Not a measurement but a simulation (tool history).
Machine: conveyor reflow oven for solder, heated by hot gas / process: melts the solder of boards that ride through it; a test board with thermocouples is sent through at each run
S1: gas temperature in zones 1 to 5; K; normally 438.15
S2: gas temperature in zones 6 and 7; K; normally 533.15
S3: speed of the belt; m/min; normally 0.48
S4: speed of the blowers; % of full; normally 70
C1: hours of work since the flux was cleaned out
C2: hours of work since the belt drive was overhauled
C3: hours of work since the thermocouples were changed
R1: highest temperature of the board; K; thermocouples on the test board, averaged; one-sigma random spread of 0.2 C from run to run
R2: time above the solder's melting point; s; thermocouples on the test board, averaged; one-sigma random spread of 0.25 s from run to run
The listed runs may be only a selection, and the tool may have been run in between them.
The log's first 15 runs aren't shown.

run    hour      S1      S2     S3  S4   C1   C2   C3      R1    R2
 16   771.7  438.15  533.15   0.48  70  180  492  494  514.75    52
 17   802.3  438.15  533.15   0.48  53  200  512  514  508.25  40.6
      815.9  -- thermocouples of zones 6 and 7 changed
 18     851  438.15  543.15   0.48  74  231  542   23  525.15  62.3
 19   912.2  433.15  543.15   0.48  55  270  582   63  516.25  49.6
      966.7  -- flux residue cleaned out of gas plates and filters
 20   974.9  452.15  538.15  0.417  82    5  620  100  530.15  84.8
 21  1037.7  448.15  538.15  0.417  70   46  661  141  526.85  79.6
 22  1091.9  446.15  533.15   0.48  70   82  696  177  517.85  58.4
 23  1134.9  424.15  539.15  0.383  72  110  724  205  527.15    78
 24    1184  424.15  539.15  0.383  72  142  756  237  526.95  77.9
 25  1232.6  424.15  539.15  0.383  72  173  788  268  526.75  77.7
 26  1286.7  424.15  539.15  0.383  72  209  823  304  526.35  77.2
 27  1313.9  424.15  539.15  0.383  72  226  841  321  526.15  76.4
 28  1355.3  424.15  528.15  0.482  70  253  868  348  508.35  38.4
 29  1415.7  431.15  533.15   0.48  74  293  907  388  515.05    50
     1434.8  -- flux residue cleaned out of gas plates and filters
 30  1447.8  431.15  533.15   0.48  74    8  925  405  517.05  53.5
 31  1489.6  440.15  533.15  0.417  74   36  952  433  522.15  72.7

Consider 3 possible next runs. They are alternatives, not a sequence: every one starts from the tool as it was left by run 31. What does each give?
  A  1514.9  438.15  538.15   0.44  62  52  968  449   ?   ?
  B  1514.9  443.15  533.15   0.48  60  52  968  449   ?   ?
  C  1514.9  440.15  533.15  0.417  72  52  968  449   ?   ?

run      R1    R2
  A  521.25  65.1
  B  513.85  52.3
  C  521.35  71.9
With the hidden condition removed and each run's random variation left untouched, the same runs would have given:
run      R1    R2
  A  521.25  63.7
  B  513.85  51.1
  C  521.45  70.5
